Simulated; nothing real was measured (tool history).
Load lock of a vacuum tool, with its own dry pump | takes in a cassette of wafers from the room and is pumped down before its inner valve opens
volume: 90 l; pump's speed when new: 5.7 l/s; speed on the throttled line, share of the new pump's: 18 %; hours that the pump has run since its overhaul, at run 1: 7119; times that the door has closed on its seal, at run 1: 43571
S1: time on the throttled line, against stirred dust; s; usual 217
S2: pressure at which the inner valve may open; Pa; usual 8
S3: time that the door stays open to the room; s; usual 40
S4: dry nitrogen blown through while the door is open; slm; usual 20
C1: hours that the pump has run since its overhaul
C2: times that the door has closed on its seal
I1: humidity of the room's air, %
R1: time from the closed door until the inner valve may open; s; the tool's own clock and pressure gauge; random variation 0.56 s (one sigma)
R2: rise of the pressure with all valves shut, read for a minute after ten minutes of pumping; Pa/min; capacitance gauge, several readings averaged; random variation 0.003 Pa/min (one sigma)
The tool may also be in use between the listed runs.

run	hour	S1	S2	S3	S4	C1	C2	I1	R1	R2
1	0	217	8	40	20	7119	43571	48.4	329.5	0.028
2	114.6	217	8	40	20	7234	44089	45.7	329.1	0.026
3	273.3	217	8	40	20	7393	44806	47.4	328.5	0.029
4	436.4	217	8	40	20	7556	45542	47.9	328.6	0.03
5	556.2	217	8	40	20	7676	46084	47.8	329.7	0.03
6	743.1	217	8	40	20	7862	46927	44.8	328.9	0.028
7	935.1	217	8	40	20	8054	47795	44.8	329.5	0.026
8	1141.7	217	8	40	20	8261	48728	46	329.4	0.027
9	1246.2	217	8	40	20	8366	49200	46.2	328.9	0.027
10	1396.2	217	8	40	20	8516	49877	43.6	328.7	0.027
11	1595.4	217	13	40	20	8715	50777	45.4	320.4	0.026
12	1734.3	217	13	40	20	8854	51404	47.5	321	0.029
13	1824.7	217	13	40	20	8944	51812	46.6	321.8	0.026
14	1976.6	116	13	40	20	9096	52498	48.1	238.4	0.029
15	2142.2	217	8	40	20	9262	53246	44.8	329.2	0.032
16	2269.6	217	8	40	20	9389	53822	47.1	328.7	0.025
17	2441.4	304	8	40	9	9561	54598	46.5	400.3	0.039
18	2608.6	217	10	190	11	9728	55353	47.1	323.9	0.058
19	2807.8	217	14	27	9	9927	56253	42.5	319.5	0.036
20	2942.8	217	14	27	9	10062	56862	45.7	318.8	0.031
21	3037.6	217	14	27	36	10157	57291	41.7	319.1	0.02
22	3193.2	217	14	27	36	10313	57993	41.6	320	0.018
23	3291.6	217	14	27	36	10411	58438	46.3	318.6	0.022
24	3406.3	144	8	40	20	10526	58956	44.9	269.6	0.027
25	3577.8	209	8	109	20	10697	59730	46.6	322.4	0.034
26	3733.6	209	8	46	5	10853	60434	43.4	321.9	0.048
27	3916.5	114	8	46	4	11036	61260	44.3	244.9	0.047
28	4087.3	114	8	46	4	11207	62032	42.5	245.4	0.043
29	4239.5	357	8	110	4	11359	62719	43.4	444.7	0.061

4 ways to go on from here, each from the tool as it stands after run 29. What would each give?
A	4410.5	357	8	110	18	11530	63491	46	?	?
B	4410.5	163	8	40	13	11530	63491	45	?	?
C	4410.5	357	8	110	40	11530	63491	42	?	?
D	4410.5	151	7	222	20	11530	63491	44.9	?	?

run	R1	R2
A	443.4	0.042
B	285.1	0.037
C	444.1	0.026
D	277.6	0.054
Without the tool's hidden state the same runs would have given:
run	R1	R2
A	443.4	0.041
B	285	0.036
C	444	0.024
D	277.6	0.053
